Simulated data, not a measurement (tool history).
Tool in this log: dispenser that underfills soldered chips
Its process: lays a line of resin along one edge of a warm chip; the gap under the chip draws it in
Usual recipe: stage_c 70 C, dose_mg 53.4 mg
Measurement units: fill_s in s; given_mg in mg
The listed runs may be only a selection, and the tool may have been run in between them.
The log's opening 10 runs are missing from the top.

-- day=4.404 new syringe of resin
run 11 day=4.554 | stage_c=70 dose_mg=53.4 | fill_s=132.8 given_mg=52.79
run 12 day=4.879 | stage_c=70 dose_mg=53.4 | fill_s=188.9 given_mg=52.76
-- day=5.046 new syringe of resin
run 13 day=5.217 | stage_c=70 dose_mg=53.4 | fill_s=140.1 given_mg=52.6
-- day=5.533 dispensing valve cleaned and set on the balance
-- day=5.729 new syringe of resin
run 14 day=5.796 | stage_c=70 dose_mg=60.7 | fill_s=124.8 given_mg=60.36
-- day=6.35 new syringe of resin
run 15 day=6.45 | stage_c=70 dose_mg=60.7 | fill_s=127.3 given_mg=59.97
-- day=6.967 new syringe of resin
run 16 day=7.008 | stage_c=70 dose_mg=58 | fill_s=119.6 given_mg=57.2
-- day=7.604 new syringe of resin
run 17 day=7.667 | stage_c=80 dose_mg=54.2 | fill_s=81.6 given_mg=53.28
-- day=8.217 new syringe of resin
run 18 day=8.217 | stage_c=80 dose_mg=46.6 | fill_s=77.2 given_mg=45.54
-- day=8.575 dispensing valve cleaned and set on the balance
run 19 day=8.742 | stage_c=59 dose_mg=48.6 | fill_s=350.1 given_mg=48.48
-- day=8.896 new syringe of resin
run 20 day=9.367 | stage_c=57 dose_mg=64 | fill_s=353.7 given_mg=63.6
-- day=9.512 new syringe of resin
run 21 day=9.842 | stage_c=83 dose_mg=62 | fill_s=97 given_mg=61.33
-- day=10.175 new syringe of resin
run 22 day=10.492 | stage_c=72 dose_mg=67.5 | fill_s=152.1 given_mg=66.47
-- day=10.825 new syringe of resin
run 23 day=10.933 | stage_c=70 dose_mg=50.5 | fill_s=133 given_mg=49.63
run 24 day=11.375 | stage_c=81 dose_mg=69.2 | fill_s=134.7 given_mg=67.87
-- day=11.471 new syringe of resin
-- day=11.608 dispensing valve cleaned and set on the balance
run 25 day=11.808 | stage_c=56 dose_mg=68.2 | fill_s=311.6 given_mg=68.25
-- day=12.15 new syringe of resin
run 26 day=12.404 | stage_c=56 dose_mg=68.2 | fill_s=307 given_mg=68.02
-- day=12.775 new syringe of resin
run 27 day=12.917 | stage_c=56 dose_mg=68.2 | fill_s=270 given_mg=67.79
run 28 day=13.329 | stage_c=56 dose_mg=68.2 | fill_s=425 given_mg=67.69
-- day=13.392 new syringe of resin
-- day=14.038 new syringe of resin
run 29 day=14.038 | stage_c=83 dose_mg=49.7 | fill_s=70.1 given_mg=49.08
run 30 day=14.425 | stage_c=79 dose_mg=55.8 | fill_s=123.9 given_mg=55.03
-- day=14.633 dispensing valve cleaned and set on the balance
-- day=14.708 new syringe of resin
run 31 day=15.067 | stage_c=58 dose_mg=47.5 | fill_s=328.4 given_mg=47.34
-- day=15.325 new syringe of resin
run 32 day=15.662 | stage_c=58 dose_mg=47.5 | fill_s=317.2 given_mg=47.12

Here are 4 independent what-if runs from the current tool condition. What would each one return?
-- day=15.938 new syringe of resin
run A day=16.033 | stage_c=78 dose_mg=47.4 | fill_s=? given_mg=?
-- day=15.938 new syringe of resin
run B day=16.033 | stage_c=68 dose_mg=53.4 | fill_s=? given_mg=?
-- day=15.938 new syringe of resin
run C day=16.033 | stage_c=80 dose_mg=68.2 | fill_s=? given_mg=?
-- day=15.938 new syringe of resin
run D day=16.033 | stage_c=74 dose_mg=65 | fill_s=? given_mg=?

run=A fill_s=98.6 given_mg=47.02
run=B fill_s=151 given_mg=53.02
run=C fill_s=85.2 given_mg=67.5
run=D fill_s=112.1 given_mg=64.41
The same runs, with their run-to-run variation unchanged, on a tool lacking any hidden condition would have given:
run=A fill_s=75.1 given_mg=47.43
run=B fill_s=114.1 given_mg=53.49
run=C fill_s=65.2 given_mg=68.09
run=D fill_s=85.3 given_mg=64.98
